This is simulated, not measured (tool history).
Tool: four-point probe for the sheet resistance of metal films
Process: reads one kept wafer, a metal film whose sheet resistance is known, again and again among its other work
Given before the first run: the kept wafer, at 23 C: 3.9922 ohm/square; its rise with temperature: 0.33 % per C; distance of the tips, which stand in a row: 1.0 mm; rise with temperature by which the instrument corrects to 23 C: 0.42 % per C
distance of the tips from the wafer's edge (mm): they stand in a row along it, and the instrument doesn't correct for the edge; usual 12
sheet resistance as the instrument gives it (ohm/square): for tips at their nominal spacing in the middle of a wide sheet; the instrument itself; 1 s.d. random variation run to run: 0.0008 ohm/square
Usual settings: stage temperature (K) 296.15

run	day	stage temperature (K)	distance of the tips from the wafer's edge (mm)	sheet resistance as the instrument gives it (ohm/square)
1	0.000	296.15	12	4.042076
2	3.379	296.15	12	4.041662
3	6.292	296.15	12	4.043171
4	10.042	297.15	12	4.041299
5	12.650	296.15	12	4.045431
6	16.071	302.15	10	4.030077
7	21.404	307.15	38	3.994456

What will run 8 give?
# day 21.850: stage's thermometer calibrated
8	26.792	307.15	38	?

sheet resistance as the instrument gives it (ohm/square): 3.999118
Had the tool carried no hidden state, the very same run would have given sheet resistance as the instrument gives it (ohm/square) 3.958920.
